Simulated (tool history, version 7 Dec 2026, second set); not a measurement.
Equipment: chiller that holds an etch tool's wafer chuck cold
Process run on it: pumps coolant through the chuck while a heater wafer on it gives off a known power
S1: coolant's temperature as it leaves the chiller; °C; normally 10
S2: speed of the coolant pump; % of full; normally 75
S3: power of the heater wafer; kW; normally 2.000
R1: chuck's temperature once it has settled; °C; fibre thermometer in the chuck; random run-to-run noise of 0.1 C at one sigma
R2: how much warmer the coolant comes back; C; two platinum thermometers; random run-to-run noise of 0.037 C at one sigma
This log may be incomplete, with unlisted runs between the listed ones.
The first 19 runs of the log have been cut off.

run 20 hour=426.8 | S1=5 S2=90 S3=2.248 | R1=19.8 R2=7.10
run 21 hour=443.4 | S1=11 S2=99 S3=1.622 | R1=21.0 R2=4.68
run 22 hour=459.0 | S1=11 S2=99 S3=1.622 | R1=21.0 R2=4.70
run 23 hour=477.4 | S1=11 S2=68 S3=2.000 | R1=27.4 R2=8.28
run 24 hour=508.5 | S1=2 S2=80 S3=2.930 | R1=23.3 R2=10.33
run 25 hour=531.0 | S1=17 S2=75 S3=1.088 | R1=25.4 R2=4.15
run 26 hour=559.5 | S1=17 S2=75 S3=1.088 | R1=25.4 R2=4.21
run 27 hour=590.1 | S1=17 S2=62 S3=2.000 | R1=34.6 R2=9.09
run 28 hour=606.0 | S1=10 S2=62 S3=2.000 | R1=28.0 R2=9.19
run 29 hour=634.6 | S1=15 S2=84 S3=1.809 | R1=27.6 R2=6.16
run 30 hour=649.8 | S1=13 S2=75 S3=1.619 | R1=25.6 R2=6.15
run 31 hour=668.0 | S1=13 S2=75 S3=1.619 | R1=25.5 R2=6.17
run 32 hour=685.1 | S1=13 S2=95 S3=1.351 | R1=21.6 R2=4.05

Predict each of these 4 candidate next runs independently; none follows another, all start after run 32:
run A hour=717.9 | S1=2 S2=61 S3=2.000 | R1=? R2=?
run B hour=717.9 | S1=13 S2=61 S3=1.149 | R1=? R2=?
run C hour=717.9 | S1=16 S2=87 S3=1.587 | R1=? R2=?
run D hour=717.9 | S1=10 S2=75 S3=1.386 | R1=? R2=?

run=A R1=20.2 R2=9.36
run=B R1=23.5 R2=5.37
run=C R1=27.0 R2=5.16
run=D R1=20.6 R2=5.28
With no hidden state in the tool, these same runs would have given:
run=A R1=18.7 R2=8.91
run=B R1=22.6 R2=5.11
run=C R1=26.1 R2=4.91
run=D R1=19.7 R2=5.03
